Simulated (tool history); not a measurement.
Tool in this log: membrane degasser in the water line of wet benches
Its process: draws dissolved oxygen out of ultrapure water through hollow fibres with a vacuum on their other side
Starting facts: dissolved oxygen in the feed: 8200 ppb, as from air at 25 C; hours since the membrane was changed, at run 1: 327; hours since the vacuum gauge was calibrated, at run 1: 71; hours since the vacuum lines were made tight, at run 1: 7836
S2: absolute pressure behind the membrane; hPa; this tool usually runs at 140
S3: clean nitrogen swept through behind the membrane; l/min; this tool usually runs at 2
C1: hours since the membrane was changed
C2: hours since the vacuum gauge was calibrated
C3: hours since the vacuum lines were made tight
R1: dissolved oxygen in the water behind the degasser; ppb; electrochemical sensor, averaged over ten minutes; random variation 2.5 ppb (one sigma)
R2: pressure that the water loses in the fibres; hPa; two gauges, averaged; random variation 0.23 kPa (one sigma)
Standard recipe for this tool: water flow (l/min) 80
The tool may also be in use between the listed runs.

Run 1, day 0: usual settings; C1 327; C2 71; C3 7836. Result: R1 878.7 ppb, R2 599 hPa.
Run 2, day 0.954: usual settings; C1 350; C2 94; C3 7859. Result: R1 882 ppb, R2 599.6 hPa.
Run 3, day 2.596: usual settings but S2 93 hPa; C1 389; C2 133; C3 7898. Result: R1 555 ppb, R2 594.3 hPa.
Run 4, day 3.942: usual settings but S2 93 hPa; C1 422; C2 165; C3 7930. Result: R1 557 ppb, R2 601.2 hPa.
Run 5, day 5.667: usual settings but S2 93 hPa; C1 463; C2 207; C3 7972. Result: R1 558.2 ppb, R2 596.6 hPa.
Run 6, day 7.279: usual settings but water flow (l/min) 76; C1 502; C2 245; C3 8010. Result: R1 847.4 ppb, R2 568.2 hPa.
Run 7, day 9.075: usual settings but water flow (l/min) 76; C1 545; C2 289; C3 8054. Result: R1 845.6 ppb, R2 571.3 hPa.
Run 8, day 11.179: usual settings; C1 595; C2 339; C3 8104. Result: R1 882.1 ppb, R2 596.5 hPa.
Run 9, day 12.346: usual settings but water flow (l/min) 49; C1 623; C2 367; C3 8132. Result: R1 580.5 ppb, R2 369.8 hPa.
Run 10, day 14.421: usual settings; C1 673; C2 417; C3 8182. Result: R1 886 ppb, R2 603.8 hPa.
Run 11, day 15.496: usual settings; C1 699; C2 443; C3 8208. Result: R1 884.7 ppb, R2 599.8 hPa.
Run 12, day 17.142: usual settings; C1 739; C2 482; C3 8247. Result: R1 882.3 ppb, R2 603.6 hPa.
Run 13, day 18.988: usual settings; C1 783; C2 526; C3 8291. Result: R1 880.5 ppb, R2 602.6 hPa.
Run 14, day 20.367: usual settings; C1 816; C2 560; C3 8324. Result: R1 886.6 ppb, R2 601 hPa.
Run 15, day 21.712: usual settings but water flow (l/min) 48, S2 261 hPa, S3 1.12 l/min; C1 848; C2 592; C3 8357. Result: R1 1660.2 ppb, R2 360.7 hPa.
Run 16, day 23.629: usual settings but water flow (l/min) 48, S2 261 hPa, S3 1.12 l/min; C1 894; C2 638; C3 8403. Result: R1 1650.6 ppb, R2 361 hPa.
Run 17, day 24.521: usual settings but water flow (l/min) 55, S2 315 hPa, S3 1.12 l/min; C1 916; C2 659; C3 8424. Result: R1 2133.5 ppb, R2 414.6 hPa.
Run 18, day 25.533: usual settings but water flow (l/min) 85, S2 255 hPa; C1 940; C2 684; C3 8449. Result: R1 1658.2 ppb, R2 640 hPa.
Run 19, day 26.954: usual settings but water flow (l/min) 90, S2 85 hPa, S3 1.29 l/min; C1 974; C2 718; C3 8483. Result: R1 720.5 ppb, R2 678.1 hPa.
Run 20, day 28.567: usual settings but water flow (l/min) 90, S2 85 hPa, S3 1.29 l/min; C1 1013; C2 756; C3 8521. Result: R1 714.1 ppb, R2 674.3 hPa.
Run 21, day 29.667: usual settings but water flow (l/min) 90, S2 85 hPa, S3 0.9 l/min; C1 1039; C2 783; C3 8548. Result: R1 866.4 ppb, R2 678 hPa.
Run 22, day 30.783: usual settings but water flow (l/min) 90, S2 85 hPa, S3 0.9 l/min; C1 1066; C2 810; C3 8575. Result: R1 876.5 ppb, R2 676.3 hPa.
Run 23, day 32.35: usual settings but S2 136 hPa, S3 2.25 l/min; C1 1104; C2 847; C3 8612. Result: R1 794.7 ppb, R2 601.3 hPa.
Run 24, day 33.454: usual settings but S2 113 hPa; C1 1130; C2 874; C3 8639. Result: R1 702.3 ppb, R2 607 hPa.
Run 25, day 34.904: usual settings but S2 113 hPa; C1 1165; C2 908; C3 8673. Result: R1 704 ppb, R2 599.8 hPa.
Run 26, day 36.883: usual settings but S2 113 hPa; C1 1212; C2 956; C3 8721. Result: R1 702.5 ppb, R2 598.8 hPa.
Run 27, day 38.058: usual settings but S2 113 hPa; C1 1241; C2 984; C3 8749. Result: R1 703.2 ppb, R2 602.9 hPa.

Same runs, no hidden state in the tool, same run-to-run variation:
The tool's hidden condition here consists of: membrane still open, %; true pressure behind the membrane over the reading, kPa; air that leaks in behind the membrane, l/min; drift of the gauge itself on oxygen_ppb, %; drift of the gauge itself on loss_of_pressure_kpa, %.
run      R1     R2
  1   878.4  598.3
  2   881.6  598.8
  3   554.6  593.4
  4   556.5  600.2
  5   557.4  595.5
  6   846.3  567.2
  7   844.3  570.2
  8   880.6  595.2
  9   578.5    369
 10   884.2  602.3
 11   882.8  598.3
 12   880.2  601.9
 13   878.2  600.8
 14   884.2  599.1
 15  1657.3  359.6
 16  1647.5  359.8
 17  2130.5  413.2
 18    1655  637.8
 19   717.3  675.7
 20   710.6  671.8
 21   863.3  675.4
 22   873.1  673.6
 23   790.9  598.8
 24   698.4  604.5
 25   699.9  597.2
 26   698.2  596.1
 27   698.8  600.2
